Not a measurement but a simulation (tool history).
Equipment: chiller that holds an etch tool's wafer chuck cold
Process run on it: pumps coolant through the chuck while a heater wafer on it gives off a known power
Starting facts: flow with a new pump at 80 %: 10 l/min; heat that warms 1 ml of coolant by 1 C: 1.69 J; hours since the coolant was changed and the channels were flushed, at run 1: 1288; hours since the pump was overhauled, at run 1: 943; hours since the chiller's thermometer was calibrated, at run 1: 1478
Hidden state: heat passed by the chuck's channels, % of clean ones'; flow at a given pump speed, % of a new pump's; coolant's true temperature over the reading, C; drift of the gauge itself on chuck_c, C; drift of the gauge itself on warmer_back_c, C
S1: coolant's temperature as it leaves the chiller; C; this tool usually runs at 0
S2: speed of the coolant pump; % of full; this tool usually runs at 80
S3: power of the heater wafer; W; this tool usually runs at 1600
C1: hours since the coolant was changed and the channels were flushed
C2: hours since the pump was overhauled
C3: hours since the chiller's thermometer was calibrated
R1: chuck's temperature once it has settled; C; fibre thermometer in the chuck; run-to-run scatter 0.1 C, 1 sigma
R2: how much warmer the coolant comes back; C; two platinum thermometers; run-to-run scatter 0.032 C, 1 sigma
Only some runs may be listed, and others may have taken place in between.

Run 1, day 0.000: usual settings; C1 1288; C2 943; C3 1478. Result: R1 17.2 C, R2 5.71 C.
Run 2, day 1.267: usual settings; C1 1319; C2 974; C3 1508. Result: R1 17.1 C, R2 5.71 C.
Run 3, day 2.588: usual settings; C1 1350; C2 1005; C3 1540. Result: R1 17.3 C, R2 5.76 C.
Run 4, day 4.029: usual settings; C1 1385; C2 1040; C3 1575. Result: R1 17.3 C, R2 5.73 C.
Run 5, day 5.108: usual settings; C1 1411; C2 1066; C3 1601. Result: R1 17.3 C, R2 5.69 C.
Run 6, day 6.338: usual settings; C1 1440; C2 1095; C3 1630. Result: R1 17.3 C, R2 5.69 C.
Run 7, day 6.967: usual settings; C1 1455; C2 1110; C3 1645. Result: R1 17.3 C, R2 5.69 C.
Run 8, day 7.692: usual settings; C1 1473; C2 1128; C3 1663. Result: R1 17.1 C, R2 5.69 C.
Run 9, day 8.717: usual settings but S3 1360 W; C1 1497; C2 1152; C3 1687. Result: R1 14.8 C, R2 4.92 C.
Run 10, day 9.821: usual settings; C1 1524; C2 1179; C3 1714. Result: R1 17.4 C, R2 5.73 C.
Run 11, day 11.133: usual settings; C1 1555; C2 1210; C3 1745. Result: R1 17.4 C, R2 5.70 C.
Run 12, day 12.550: usual settings; C1 1589; C2 1244; C3 1779. Result: R1 17.4 C, R2 5.72 C.
Run 13, day 13.738: usual settings; C1 1618; C2 1273; C3 1808. Result: R1 17.6 C, R2 5.73 C.
Run 14, day 14.579: usual settings but S1 5 C, S2 84 % of full; C1 1638; C2 1293; C3 1828. Result: R1 21.7 C, R2 5.47 C.
Run 15, day 16.079: usual settings but S1 -9 C; C1 1674; C2 1329; C3 1864. Result: R1 8.5 C, R2 5.78 C.
Run 16, day 16.896: usual settings but S1 -9 C; C1 1694; C2 1349; C3 1883. Result: R1 8.7 C, R2 5.80 C.
Run 17, day 18.029: usual settings but S1 4 C, S2 98 % of full; C1 1721; C2 1376; C3 1911. Result: R1 18.6 C, R2 4.68 C.
Run 18, day 19.421: usual settings but S1 2 C, S3 1093 W; C1 1754; C2 1409; C3 1944. Result: R1 14.1 C, R2 3.88 C.
Run 19, day 20.204: usual settings but S1 -1 C, S3 1093 W; C1 1773; C2 1428; C3 1963. Result: R1 11.2 C, R2 3.91 C.
Run 20, day 20.850: usual settings but S1 -1 C, S2 66 % of full, S3 1154 W; C1 1789; C2 1444; C3 1978. Result: R1 14.2 C, R2 5.00 C.
Run 21, day 21.596: usual settings but S1 -7 C, S2 100 % of full, S3 1930 W; C1 1807; C2 1462; C3 1996. Result: R1 10.2 C, R2 5.55 C.
Run 22, day 22.750: usual settings but S1 6 C, S2 75 % of full, S3 1085 W; C1 1834; C2 1489; C3 2024. Result: R1 18.6 C, R2 4.19 C.
Run 23, day 24.083: usual settings but S1 6 C, S2 83 % of full, S3 1752 W; C1 1866; C2 1521; C3 2056. Result: R1 24.8 C, R2 6.06 C.
Run 24, day 25.046: usual settings but S1 6 C, S2 83 % of full, S3 1752 W; C1 1889; C2 1544; C3 2079. Result: R1 24.7 C, R2 6.09 C.
Run 25, day 26.421: usual settings but S2 87 % of full, S3 1126 W; C1 1922; C2 1577; C3 2112. Result: R1 11.6 C, R2 3.74 C.
Run 26, day 27.329: usual settings but S1 4 C, S3 1126 W; C1 1944; C2 1599; C3 2134. Result: R1 16.6 C, R2 4.03 C.

Below are 4 alternative next runs, each starting from the tool's condition after run 26. Predict each:
Run A, day 28.042: usual settings but S1 -1 C, S2 74 % of full; C1 1961; C2 1616; C3 2151. Result: R1 ?, R2 ?.
Run B, day 28.042: usual settings but S1 7 C, S2 82 % of full, S3 1126 W; C1 1961; C2 1616; C3 2151. Result: R1 ?, R2 ?.
Run C, day 28.042: usual settings but S1 7 C, S3 2122 W; C1 1961; C2 1616; C3 2151. Result: R1 ?, R2 ?.
Run D, day 28.042: usual settings but S1 9 C, S2 87 % of full, S3 1126 W; C1 1961; C2 1616; C3 2151. Result: R1 ?, R2 ?.

run    R1    R2
  A  18.0  6.34
  B  19.2  3.93
  C  30.3  7.63
  D  20.7  3.71
With no hidden state in the tool, these same runs would have given:
run    R1    R2
  A  16.3  6.26
  B  18.1  3.88
  C  28.2  7.53
  D  19.7  3.67

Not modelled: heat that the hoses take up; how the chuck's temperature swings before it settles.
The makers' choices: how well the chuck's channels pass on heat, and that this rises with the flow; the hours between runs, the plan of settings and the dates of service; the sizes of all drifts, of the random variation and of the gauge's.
